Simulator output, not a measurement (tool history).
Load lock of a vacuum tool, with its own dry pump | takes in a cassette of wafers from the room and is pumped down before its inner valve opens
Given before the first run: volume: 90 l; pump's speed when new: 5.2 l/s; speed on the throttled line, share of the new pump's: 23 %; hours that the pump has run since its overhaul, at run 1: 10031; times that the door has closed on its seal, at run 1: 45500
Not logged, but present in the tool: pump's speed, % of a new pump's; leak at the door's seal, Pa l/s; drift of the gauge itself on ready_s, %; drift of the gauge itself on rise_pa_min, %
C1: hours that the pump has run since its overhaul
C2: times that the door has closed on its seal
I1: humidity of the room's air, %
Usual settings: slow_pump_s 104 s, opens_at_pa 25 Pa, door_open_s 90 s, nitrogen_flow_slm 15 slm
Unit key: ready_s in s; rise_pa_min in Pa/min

Run 1, hour 0: usual settings; C1 10031; C2 45500; I1 43.6. Result: ready_s 224.5 s, rise_pa_min 0.017 Pa/min.
Run 2, hour 394.9: usual settings; C1 10426; C2 46470; I1 44.9. Result: ready_s 225.7 s, rise_pa_min 0.023 Pa/min.
Run 3, hour 760.3: usual settings; C1 10791; C2 47368; I1 50.3. Result: ready_s 226.3 s, rise_pa_min 0.02 Pa/min.
Run 4, hour 1154.9: usual settings but opens_at_pa 34 Pa; C1 11186; C2 48338; I1 45.8. Result: ready_s 220.2 s, rise_pa_min 0.024 Pa/min.
Run 5, hour 1323.1: usual settings but opens_at_pa 34 Pa; C1 11354; C2 48752; I1 45.8. Result: ready_s 221 s, rise_pa_min 0.022 Pa/min.
Run 6, hour 1539.1: usual settings but opens_at_pa 34 Pa; C1 11570; C2 49282; I1 45.1. Result: ready_s 221.4 s, rise_pa_min 0.019 Pa/min.
Run 7, hour 1787.9: usual settings; C1 11819; C2 49894; I1 47.7. Result: ready_s 224.7 s, rise_pa_min 0.02 Pa/min.
Run 8, hour 2045.8: usual settings; C1 12077; C2 50528; I1 41.6. Result: ready_s 225.8 s, rise_pa_min 0.022 Pa/min.
Run 9, hour 2347.6: usual settings; C1 12378; C2 51269; I1 44.1. Result: ready_s 225.3 s, rise_pa_min 0.016 Pa/min.
Run 10, hour 2573.6: usual settings but nitrogen_flow_slm 10 slm; C1 12604; C2 51825; I1 44. Result: ready_s 225.8 s, rise_pa_min 0.03 Pa/min.
Run 11, hour 2849.4: usual settings; C1 12880; C2 52503; I1 47.2. Result: ready_s 224.8 s, rise_pa_min 0.02 Pa/min.
Run 12, hour 3242.3: usual settings but door_open_s 65 s; C1 13273; C2 53468; I1 47.4. Result: ready_s 225.5 s, rise_pa_min 0.021 Pa/min.
Run 13, hour 3453.6: usual settings but slow_pump_s 171 s; C1 13484; C2 53987; I1 46.2. Result: ready_s 279 s, rise_pa_min 0.019 Pa/min.
Run 14, hour 3683.3: usual settings but nitrogen_flow_slm 17 slm; C1 13714; C2 54552; I1 48.4. Result: ready_s 224.9 s, rise_pa_min 0.015 Pa/min.
Run 15, hour 3874.7: usual settings but nitrogen_flow_slm 27 slm; C1 13905; C2 55022; I1 44.9. Result: ready_s 225.5 s, rise_pa_min 0.015 Pa/min.
Run 16, hour 4163.1: usual settings but slow_pump_s 71 s, nitrogen_flow_slm 27 slm; C1 14194; C2 55731; I1 42.7. Result: ready_s 200.6 s, rise_pa_min 0.012 Pa/min.
Run 17, hour 4479.4: usual settings but slow_pump_s 71 s, nitrogen_flow_slm 27 slm; C1 14510; C2 56508; I1 43.7. Result: ready_s 200.5 s, rise_pa_min 0.014 Pa/min.
Run 18, hour 4685.2: usual settings but slow_pump_s 71 s, nitrogen_flow_slm 27 slm; C1 14716; C2 57014; I1 43.5. Result: ready_s 200.6 s, rise_pa_min 0.017 Pa/min.
Run 19, hour 4919.1: usual settings; C1 14950; C2 57589; I1 47. Result: ready_s 225.3 s, rise_pa_min 0.022 Pa/min.
Run 20, hour 5085: usual settings but slow_pump_s 65 s, door_open_s 68 s; C1 15116; C2 57997; I1 43.1. Result: ready_s 195 s, rise_pa_min 0.015 Pa/min.
Run 21, hour 5259.5: usual settings but slow_pump_s 72 s, opens_at_pa 40 Pa; C1 15290; C2 58426; I1 47.1. Result: ready_s 193 s, rise_pa_min 0.02 Pa/min.
Run 22, hour 5546.1: usual settings but slow_pump_s 72 s, opens_at_pa 40 Pa; C1 15577; C2 59130; I1 43.3. Result: ready_s 192 s, rise_pa_min 0.017 Pa/min.
Run 23, hour 5827.9: usual settings but slow_pump_s 72 s, opens_at_pa 40 Pa; C1 15859; C2 59822; I1 46.6. Result: ready_s 194.2 s, rise_pa_min 0.022 Pa/min.
Run 24, hour 5994.8: usual settings but slow_pump_s 72 s, opens_at_pa 40 Pa, door_open_s 83 s, nitrogen_flow_slm 13 slm; C1 16026; C2 60233; I1 44.9. Result: ready_s 193.4 s, rise_pa_min 0.018 Pa/min.
Run 25, hour 6315.8: usual settings but slow_pump_s 72 s, opens_at_pa 40 Pa, door_open_s 83 s, nitrogen_flow_slm 23 slm; C1 16347; C2 61021; I1 41.9. Result: ready_s 191.8 s, rise_pa_min 0.012 Pa/min.
Run 26, hour 6671.7: usual settings but slow_pump_s 92 s, door_open_s 63 s, nitrogen_flow_slm 28 slm; C1 16702; C2 61896; I1 45.9. Result: ready_s 216.7 s, rise_pa_min 0.018 Pa/min.
Run 27, hour 7031.4: usual settings but opens_at_pa 29 Pa, nitrogen_flow_slm 20 slm; C1 17062; C2 62780; I1 45.1. Result: ready_s 224.2 s, rise_pa_min 0.015 Pa/min.
Run 28, hour 7238.4: usual settings but opens_at_pa 23 Pa, door_open_s 43 s, nitrogen_flow_slm 5 slm; C1 17269; C2 63289; I1 49.4. Result: ready_s 225.4 s, rise_pa_min 0.027 Pa/min.
Run 29, hour 7440.7: usual settings but opens_at_pa 23 Pa, door_open_s 43 s, nitrogen_flow_slm 5 slm; C1 17471; C2 63786; I1 44.2. Result: ready_s 227.2 s, rise_pa_min 0.025 Pa/min.
Run 30, hour 7800.9: usual settings but door_open_s 160 s; C1 17832; C2 64671; I1 45. Result: ready_s 224.1 s, rise_pa_min 0.015 Pa/min.
Run 31, hour 8092.3: usual settings but opens_at_pa 35 Pa; C1 18123; C2 65387; I1 48. Result: ready_s 219 s, rise_pa_min 0.029 Pa/min.
Run 32, hour 8323.6: usual settings but opens_at_pa 35 Pa, door_open_s 88 s, nitrogen_flow_slm 25 slm; C1 18354; C2 65956; I1 46.2. Result: ready_s 219.2 s, rise_pa_min 0.015 Pa/min.
Run 33, hour 8655.7: usual settings but opens_at_pa 35 Pa, door_open_s 88 s, nitrogen_flow_slm 25 slm; C1 18686; C2 66772; I1 46.1. Result: ready_s 219.6 s, rise_pa_min 0.019 Pa/min.
Run 34, hour 9009: usual settings but opens_at_pa 35 Pa, door_open_s 88 s, nitrogen_flow_slm 25 slm; C1 19040; C2 67640; I1 45.3. Result: ready_s 220.5 s, rise_pa_min 0.012 Pa/min.
Run 35, hour 9247.3: usual settings but opens_at_pa 23 Pa, door_open_s 99 s, nitrogen_flow_slm 22 slm; C1 19278; C2 68226; I1 49.4. Result: ready_s 226.3 s, rise_pa_min 0.02 Pa/min.
Run 36, hour 9592: usual settings but opens_at_pa 21 Pa, door_open_s 92 s; C1 19623; C2 69073; I1 46.2. Result: ready_s 229.6 s, rise_pa_min 0.014 Pa/min.
Run 37, hour 9989.5: usual settings but slow_pump_s 145 s, opens_at_pa 21 Pa, door_open_s 68 s, nitrogen_flow_slm 8 slm; C1 20020; C2 70050; I1 46.5. Result: ready_s 259.3 s, rise_pa_min 0.027 Pa/min.

Alternative continuations, all from the tool just after run 37; predict every row:
Run A, hour 10217.2: usual settings but slow_pump_s 97 s, opens_at_pa 22 Pa, door_open_s 102 s, nitrogen_flow_slm 8 slm; C1 20248; C2 70609; I1 44.8. Result: ready_s ?, rise_pa_min ?.
Run B, hour 10217.2: usual settings but opens_at_pa 34 Pa; C1 20248; C2 70609; I1 40.7. Result: ready_s ?, rise_pa_min ?.
Run C, hour 10217.2: usual settings but slow_pump_s 145 s, opens_at_pa 44 Pa, door_open_s 68 s, nitrogen_flow_slm 8 slm; C1 20248; C2 70609; I1 46. Result: ready_s ?, rise_pa_min ?.

run  ready_s  rise_pa_min
  A      223        0.029
  B    221.4        0.016
  C    246.6        0.028
Without the tool's unlogged condition, the same runs would have read:
run  ready_s  rise_pa_min
  A    222.9        0.027
  B    221.3        0.015
  C    246.6        0.027
